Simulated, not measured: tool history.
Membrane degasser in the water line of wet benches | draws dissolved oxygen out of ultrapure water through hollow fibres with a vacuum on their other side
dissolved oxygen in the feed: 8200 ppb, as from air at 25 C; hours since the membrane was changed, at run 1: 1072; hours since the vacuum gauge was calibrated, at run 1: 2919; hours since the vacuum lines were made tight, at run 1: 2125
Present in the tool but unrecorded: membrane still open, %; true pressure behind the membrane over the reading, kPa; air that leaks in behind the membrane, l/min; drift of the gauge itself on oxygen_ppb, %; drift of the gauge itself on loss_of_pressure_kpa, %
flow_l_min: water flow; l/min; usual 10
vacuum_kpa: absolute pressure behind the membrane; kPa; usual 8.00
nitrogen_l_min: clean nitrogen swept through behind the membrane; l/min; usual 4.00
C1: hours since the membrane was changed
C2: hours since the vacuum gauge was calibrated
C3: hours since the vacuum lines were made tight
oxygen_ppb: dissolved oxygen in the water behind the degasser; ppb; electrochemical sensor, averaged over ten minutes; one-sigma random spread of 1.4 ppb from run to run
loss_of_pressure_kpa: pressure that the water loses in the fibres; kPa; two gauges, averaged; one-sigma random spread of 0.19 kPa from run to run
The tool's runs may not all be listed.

run 1 hour=0.0 | flow_l_min=10 vacuum_kpa=8.00 nitrogen_l_min=4.00 | C1=1072 C2=2919 C3=2125 | oxygen_ppb=145.2 loss_of_pressure_kpa=41.26
run 2 hour=60.5 | flow_l_min=10 vacuum_kpa=9.10 nitrogen_l_min=4.00 | C1=1133 C2=2980 C3=2186 | oxygen_ppb=152.2 loss_of_pressure_kpa=41.00
run 3 hour=100.4 | flow_l_min=10 vacuum_kpa=9.10 nitrogen_l_min=4.00 | C1=1173 C2=3020 C3=2226 | oxygen_ppb=150.7 loss_of_pressure_kpa=41.32
run 4 hour=149.8 | flow_l_min=10 vacuum_kpa=9.10 nitrogen_l_min=4.00 | C1=1222 C2=3069 C3=2275 | oxygen_ppb=152.6 loss_of_pressure_kpa=41.22
run 5 hour=183.8 | flow_l_min=10 vacuum_kpa=9.10 nitrogen_l_min=4.00 | C1=1256 C2=3103 C3=2309 | oxygen_ppb=147.9 loss_of_pressure_kpa=40.97
run 6 hour=236.2 | flow_l_min=10 vacuum_kpa=9.10 nitrogen_l_min=4.00 | C1=1308 C2=3156 C3=2362 | oxygen_ppb=150.8 loss_of_pressure_kpa=40.76
run 7 hour=264.2 | flow_l_min=10 vacuum_kpa=9.10 nitrogen_l_min=4.00 | C1=1336 C2=3184 C3=2390 | oxygen_ppb=152.3 loss_of_pressure_kpa=41.26
run 8 hour=293.4 | flow_l_min=10 vacuum_kpa=7.83 nitrogen_l_min=4.00 | C1=1366 C2=3213 C3=2419 | oxygen_ppb=145.5 loss_of_pressure_kpa=41.19
run 9 hour=322.1 | flow_l_min=10 vacuum_kpa=7.83 nitrogen_l_min=4.00 | C1=1394 C2=3241 C3=2447 | oxygen_ppb=145.2 loss_of_pressure_kpa=41.14
run 10 hour=384.7 | flow_l_min=10 vacuum_kpa=8.00 nitrogen_l_min=7.96 | C1=1457 C2=3304 C3=2510 | oxygen_ppb=133.3 loss_of_pressure_kpa=41.06
run 11 hour=431.7 | flow_l_min=10 vacuum_kpa=8.00 nitrogen_l_min=7.96 | C1=1504 C2=3351 C3=2557 | oxygen_ppb=133.0 loss_of_pressure_kpa=41.26
run 12 hour=488.8 | flow_l_min=10 vacuum_kpa=8.00 nitrogen_l_min=7.96 | C1=1561 C2=3408 C3=2614 | oxygen_ppb=130.7 loss_of_pressure_kpa=41.38
run 13 hour=537.2 | flow_l_min=10 vacuum_kpa=8.00 nitrogen_l_min=7.96 | C1=1609 C2=3457 C3=2663 | oxygen_ppb=131.4 loss_of_pressure_kpa=41.22
run 14 hour=594.9 | flow_l_min=10 vacuum_kpa=8.00 nitrogen_l_min=7.96 | C1=1667 C2=3514 C3=2720 | oxygen_ppb=131.1 loss_of_pressure_kpa=41.52
run 15 hour=627.8 | flow_l_min=9 vacuum_kpa=8.00 nitrogen_l_min=7.96 | C1=1700 C2=3547 C3=2753 | oxygen_ppb=99.5 loss_of_pressure_kpa=36.93
run 16 hour=677.2 | flow_l_min=10 vacuum_kpa=16.83 nitrogen_l_min=4.00 | C1=1749 C2=3597 C3=2803 | oxygen_ppb=200.0 loss_of_pressure_kpa=40.94
run 17 hour=731.4 | flow_l_min=11 vacuum_kpa=15.74 nitrogen_l_min=4.69 | C1=1804 C2=3651 C3=2857 | oxygen_ppb=220.5 loss_of_pressure_kpa=45.38
run 18 hour=766.2 | flow_l_min=13 vacuum_kpa=7.48 nitrogen_l_min=4.00 | C1=1838 C2=3686 C3=2892 | oxygen_ppb=272.3 loss_of_pressure_kpa=53.60
run 19 hour=802.6 | flow_l_min=13 vacuum_kpa=7.48 nitrogen_l_min=4.00 | C1=1875 C2=3722 C3=2928 | oxygen_ppb=266.9 loss_of_pressure_kpa=53.65
run 20 hour=831.3 | flow_l_min=8 vacuum_kpa=8.00 nitrogen_l_min=1.83 | C1=1903 C2=3751 C3=2957 | oxygen_ppb=108.5 loss_of_pressure_kpa=33.01
run 21 hour=866.7 | flow_l_min=15 vacuum_kpa=8.00 nitrogen_l_min=8.86 | C1=1939 C2=3786 C3=2992 | oxygen_ppb=359.8 loss_of_pressure_kpa=62.04
run 22 hour=921.7 | flow_l_min=16 vacuum_kpa=5.38 nitrogen_l_min=9.16 | C1=1994 C2=3841 C3=3047 | oxygen_ppb=396.6 loss_of_pressure_kpa=66.01
-- hour=928.1 vacuum gauge calibrated
run 23 hour=954.2 | flow_l_min=11 vacuum_kpa=7.47 nitrogen_l_min=2.62 | C1=2026 C2=26 C3=3079 | oxygen_ppb=199.6 loss_of_pressure_kpa=45.17
run 24 hour=994.4 | flow_l_min=11 vacuum_kpa=7.47 nitrogen_l_min=2.62 | C1=2066 C2=66 C3=3119 | oxygen_ppb=203.5 loss_of_pressure_kpa=45.81
run 25 hour=1030.3 | flow_l_min=10 vacuum_kpa=11.09 nitrogen_l_min=4.00 | C1=2102 C2=102 C3=3155 | oxygen_ppb=167.4 loss_of_pressure_kpa=41.25
run 26 hour=1069.1 | flow_l_min=7 vacuum_kpa=14.62 nitrogen_l_min=4.00 | C1=2141 C2=141 C3=3194 | oxygen_ppb=84.7 loss_of_pressure_kpa=28.87
run 27 hour=1115.9 | flow_l_min=9 vacuum_kpa=5.20 nitrogen_l_min=3.60 | C1=2188 C2=188 C3=3241 | oxygen_ppb=97.6 loss_of_pressure_kpa=37.23
run 28 hour=1150.3 | flow_l_min=9 vacuum_kpa=5.20 nitrogen_l_min=3.60 | C1=2222 C2=222 C3=3275 | oxygen_ppb=99.3 loss_of_pressure_kpa=36.98
run 29 hour=1209.7 | flow_l_min=10 vacuum_kpa=15.11 nitrogen_l_min=4.00 | C1=2281 C2=282 C3=3335 | oxygen_ppb=187.7 loss_of_pressure_kpa=41.08
run 30 hour=1254.2 | flow_l_min=10 vacuum_kpa=15.11 nitrogen_l_min=4.00 | C1=2326 C2=326 C3=3379 | oxygen_ppb=192.1 loss_of_pressure_kpa=41.74
-- hour=1281.3 vacuum gauge calibrated, once more
run 31 hour=1294.7 | flow_l_min=10 vacuum_kpa=8.00 nitrogen_l_min=8.09 | C1=2366 C2=13 C3=3419 | oxygen_ppb=134.8 loss_of_pressure_kpa=41.56
run 32 hour=1330.2 | flow_l_min=8 vacuum_kpa=14.20 nitrogen_l_min=8.09 | C1=2401 C2=49 C3=3455 | oxygen_ppb=85.3 loss_of_pressure_kpa=32.99

How the hidden state differs across the entries between the runs, from the last listed run before each to the first after it:
Logged between run 22 and run 23: vacuum gauge calibrated (hour 928.1)
  true pressure behind the membrane over the reading, kPa: 0.05 -> 0.07
  measured result minus the result with no hidden state, oxygen_ppb: +12.0 -> +7.4 ppb; loss_of_pressure_kpa: +0.65 -> +0.46 kPa
Logged between run 30 and run 31: vacuum gauge calibrated, once more (hour 1281.3)
  true pressure behind the membrane over the reading, kPa: 0.07 -> -0.06; air that leaks in behind the membrane, l/min: 0.0079 -> 0.008
  measured result minus the result with no hidden state, oxygen_ppb: +7.5 -> +6.0 ppb; loss_of_pressure_kpa: +0.48 -> +0.49 kPa

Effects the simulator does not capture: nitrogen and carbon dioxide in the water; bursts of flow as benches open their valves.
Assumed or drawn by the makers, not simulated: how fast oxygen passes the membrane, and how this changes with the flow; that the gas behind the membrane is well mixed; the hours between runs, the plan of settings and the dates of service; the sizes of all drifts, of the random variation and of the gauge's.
